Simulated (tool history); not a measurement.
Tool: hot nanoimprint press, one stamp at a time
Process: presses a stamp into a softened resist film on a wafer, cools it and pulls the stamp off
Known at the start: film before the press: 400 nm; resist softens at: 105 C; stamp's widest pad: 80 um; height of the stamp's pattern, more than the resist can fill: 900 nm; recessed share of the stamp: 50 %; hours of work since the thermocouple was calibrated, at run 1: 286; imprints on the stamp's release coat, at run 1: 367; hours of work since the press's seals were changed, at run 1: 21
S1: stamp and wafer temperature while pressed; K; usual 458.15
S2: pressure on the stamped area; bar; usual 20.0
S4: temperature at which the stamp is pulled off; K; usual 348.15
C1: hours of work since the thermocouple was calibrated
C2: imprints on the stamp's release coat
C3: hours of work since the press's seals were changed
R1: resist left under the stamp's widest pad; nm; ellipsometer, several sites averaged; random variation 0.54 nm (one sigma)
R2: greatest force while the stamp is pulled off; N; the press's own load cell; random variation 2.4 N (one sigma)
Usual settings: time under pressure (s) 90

run 1 hour=0.0 | S1=458.15 S2=20.0 time_under_pressure_(s)=90 S4=348.15 | C1=286 C2=367 C3=21 | R1=229.1 R2=149
run 2 hour=17.7 | S1=458.15 S2=20.0 time_under_pressure_(s)=90 S4=348.15 | C1=299 C2=476 C3=34 | R1=229.4 R2=150
run 3 hour=34.9 | S1=458.15 S2=20.0 time_under_pressure_(s)=90 S4=348.15 | C1=313 C2=581 C3=48 | R1=227.9 R2=152
run 4 hour=49.1 | S1=458.15 S2=20.0 time_under_pressure_(s)=90 S4=348.15 | C1=323 C2=668 C3=59 | R1=229.4 R2=152
run 5 hour=69.6 | S1=459.15 S2=20.0 time_under_pressure_(s)=90 S4=348.15 | C1=339 C2=793 C3=74 | R1=223.2 R2=152
run 6 hour=95.8 | S1=459.15 S2=20.0 time_under_pressure_(s)=90 S4=348.15 | C1=359 C2=954 C3=95 | R1=223.1 R2=151
run 7 hour=122.8 | S1=459.15 S2=20.0 time_under_pressure_(s)=149 S4=348.15 | C1=380 C2=1120 C3=115 | R1=191.5 R2=153
-- hour=142.6 plate thermocouple calibrated
run 8 hour=149.3 | S1=459.15 S2=20.0 time_under_pressure_(s)=149 S4=348.15 | C1=5 C2=1264 C3=134 | R1=190.7 R2=153
run 9 hour=160.6 | S1=459.15 S2=20.0 time_under_pressure_(s)=149 S4=348.15 | C1=14 C2=1333 C3=142 | R1=192.3 R2=153
run 10 hour=173.9 | S1=458.15 S2=20.0 time_under_pressure_(s)=57 S4=348.15 | C1=24 C2=1415 C3=153 | R1=259.5 R2=153
run 11 hour=192.1 | S1=457.15 S2=20.0 time_under_pressure_(s)=90 S4=348.15 | C1=38 C2=1526 C3=167 | R1=235.9 R2=154
run 12 hour=216.4 | S1=457.15 S2=20.0 time_under_pressure_(s)=90 S4=348.15 | C1=57 C2=1675 C3=185 | R1=235.7 R2=148
run 13 hour=228.1 | S1=457.15 S2=20.0 time_under_pressure_(s)=90 S4=348.15 | C1=66 C2=1747 C3=194 | R1=236.2 R2=157
run 14 hour=240.1 | S1=457.15 S2=20.0 time_under_pressure_(s)=90 S4=348.15 | C1=75 C2=1820 C3=204 | R1=235.7 R2=149
run 15 hour=254.0 | S1=458.15 S2=30.1 time_under_pressure_(s)=90 S4=348.15 | C1=86 C2=1906 C3=214 | R1=184.6 R2=156
run 16 hour=266.1 | S1=458.15 S2=30.1 time_under_pressure_(s)=90 S4=348.15 | C1=95 C2=1980 C3=224 | R1=184.6 R2=151
run 17 hour=288.4 | S1=467.15 S2=20.0 time_under_pressure_(s)=98 S4=334.15 | C1=112 C2=2117 C3=241 | R1=173.8 R2=198
run 18 hour=300.2 | S1=448.15 S2=14.2 time_under_pressure_(s)=88 S4=346.15 | C1=122 C2=2189 C3=250 | R1=332.3 R2=161
-- hour=312.6 stamp cleaned and given a new release coat
run 19 hour=331.0 | S1=457.15 S2=14.1 time_under_pressure_(s)=129 S4=342.15 | C1=141 C2=113 C3=269 | R1=253.1 R2=168
run 20 hour=349.2 | S1=457.15 S2=14.1 time_under_pressure_(s)=129 S4=342.15 | C1=155 C2=224 C3=283 | R1=251.7 R2=170
run 21 hour=364.1 | S1=450.15 S2=20.0 time_under_pressure_(s)=121 S4=346.15 | C1=166 C2=316 C3=294 | R1=263.8 R2=160
run 22 hour=390.7 | S1=458.15 S2=20.6 time_under_pressure_(s)=90 S4=335.15 | C1=187 C2=479 C3=315 | R1=225.5 R2=199
run 23 hour=406.6 | S1=466.15 S2=20.6 time_under_pressure_(s)=90 S4=353.15 | C1=199 C2=576 C3=327 | R1=179.7 R2=138
run 24 hour=426.0 | S1=450.15 S2=29.6 time_under_pressure_(s)=90 S4=353.15 | C1=214 C2=695 C3=342 | R1=238.1 R2=140
run 25 hour=439.3 | S1=450.15 S2=29.6 time_under_pressure_(s)=90 S4=353.15 | C1=224 C2=776 C3=352 | R1=237.7 R2=138
run 26 hour=460.0 | S1=450.15 S2=29.6 time_under_pressure_(s)=90 S4=353.15 | C1=240 C2=904 C3=368 | R1=238.5 R2=135
run 27 hour=478.5 | S1=458.15 S2=25.5 time_under_pressure_(s)=58 S4=348.15 | C1=254 C2=1017 C3=383 | R1=230.5 R2=150
run 28 hour=493.5 | S1=458.15 S2=25.5 time_under_pressure_(s)=58 S4=348.15 | C1=266 C2=1109 C3=394 | R1=229.6 R2=156
run 29 hour=509.9 | S1=458.15 S2=25.5 time_under_pressure_(s)=58 S4=348.15 | C1=279 C2=1210 C3=407 | R1=230.1 R2=150
run 30 hour=523.1 | S1=451.15 S2=26.0 time_under_pressure_(s)=90 S4=348.15 | C1=289 C2=1290 C3=417 | R1=245.4 R2=154

How the hidden state differs across the entries between the runs, from the last listed run before each to the first after it:
Between runs 7 and 8: plate thermocouple calibrated (hour 142.6)
  true temperature over the reading, C: 0.05 -> 0; pressure that arrives at the usual setting, %: 99.98 -> 99.97
  measured less the result without the state, R2: +1 -> +1 N
Between runs 18 and 19: stamp cleaned and given a new release coat (hour 312.6)
  pressure that arrives at the usual setting, %: 99.96 -> 99.95; grip of the stamp's worn release coat, % over a new coat's: 1.3 -> 0.1
  measured less the result without the state, R2: +2 -> +0 N
